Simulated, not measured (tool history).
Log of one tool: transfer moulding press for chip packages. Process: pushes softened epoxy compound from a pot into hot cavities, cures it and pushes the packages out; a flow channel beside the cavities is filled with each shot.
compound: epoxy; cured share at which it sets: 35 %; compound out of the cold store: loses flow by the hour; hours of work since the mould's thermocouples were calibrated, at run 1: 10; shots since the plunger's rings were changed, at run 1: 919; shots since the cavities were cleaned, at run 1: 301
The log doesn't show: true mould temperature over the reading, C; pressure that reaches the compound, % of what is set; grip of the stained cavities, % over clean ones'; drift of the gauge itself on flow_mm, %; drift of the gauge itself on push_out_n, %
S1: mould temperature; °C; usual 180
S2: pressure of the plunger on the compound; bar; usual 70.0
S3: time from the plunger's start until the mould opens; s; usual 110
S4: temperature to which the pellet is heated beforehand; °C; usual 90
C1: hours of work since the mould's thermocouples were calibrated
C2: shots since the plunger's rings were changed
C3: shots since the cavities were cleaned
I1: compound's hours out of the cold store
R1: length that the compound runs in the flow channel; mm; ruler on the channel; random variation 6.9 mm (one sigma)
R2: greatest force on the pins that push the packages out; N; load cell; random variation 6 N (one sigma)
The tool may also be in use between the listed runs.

run,hour,S1,S2,S3,S4,C1,C2,C3,I1,R1,R2
1,0.0,180,70.0,110,90,10,919,301,17.3,974,289
2,9.3,180,70.0,110,90,16,1010,392,14.6,964,300
3,14.7,180,70.0,110,90,19,1063,445,20.1,948,300
4,23.3,180,70.0,131,90,24,1148,530,18.6,962,283
5,32.7,180,70.0,110,90,29,1239,621,25.0,931,330
6,40.9,180,70.0,110,90,33,1319,701,13.5,968,321
7,45.6,180,70.0,110,90,36,1366,748,14.7,956,334
8,51.9,180,73.3,110,90,40,1427,809,41.7,893,341
9,57.9,180,73.3,110,90,43,1486,868,42.3,886,329
10,62.2,180,70.0,126,90,46,1528,910,33.6,893,319
11,67.2,180,86.5,126,90,48,1576,958,19.3,1054,328
12,75.4,180,86.5,126,90,53,1657,1039,44.0,963,325
# hour 77.5: cavities cleaned with cleaning compound and waxed
13,82.6,180,86.5,126,90,56,1713,50,26.7,1025,217
14,91.9,180,86.5,126,90,62,1804,141,27.0,1038,229
15,96.4,180,86.5,126,90,64,1848,185,21.8,1038,231
16,102.1,180,70.0,100,90,67,1904,241,43.8,866,291
17,108.2,180,69.6,100,85,71,1963,300,8.2,972,326
18,117.5,178,83.9,110,90,76,2054,391,10.0,1074,337
19,125.3,175,74.2,110,81,81,2131,468,38.3,940,362
20,133.6,175,74.2,110,81,85,2212,549,25.6,978,390
21,139.4,175,74.2,110,81,89,2269,606,39.5,940,387
22,143.8,175,85.3,110,81,91,2312,649,27.1,1034,391
23,151.3,173,73.6,107,93,95,2385,722,41.4,939,464
24,156.7,182,67.5,145,89,98,2438,775,39.5,842,296
25,164.3,182,67.5,145,89,103,2512,849,41.6,831,292
26,171.8,176,61.3,110,86,107,2585,922,16.9,901,397
27,181.1,180,63.4,110,90,112,2677,1014,12.6,903,354
# hour 185.6: cavities cleaned with cleaning compound and waxed
28,187.6,180,63.4,110,90,115,2726,20,20.3,883,241
29,194.5,180,63.4,127,97,119,2793,87,32.0,856,233
30,199.3,180,63.4,147,97,122,2840,134,11.6,915,225

Measured less the same run without the tool's hidden state. The same run-to-run variation is in both; the gauge's scatter may not be:
run,R1,R2
1,-14,+59
2,-16,+70
3,-16,+75
4,-18,+76
5,-19,+92
6,-21,+98
7,-20,+103
8,-21,+107
9,-21,+104
10,-22,+104
11,-27,+107
12,-26,+110
13,-28,+10
14,-30,+27
15,-31,+33
16,-27,+48
17,-30,+62
18,-35,+74
19,-32,+91
20,-35,+106
21,-35,+108
22,-39,+115
23,-36,+141
24,-34,+90
25,-34,+94
26,-38,+131
27,-39,+118
28,-39,+10
29,-40,+21
30,-43,+26
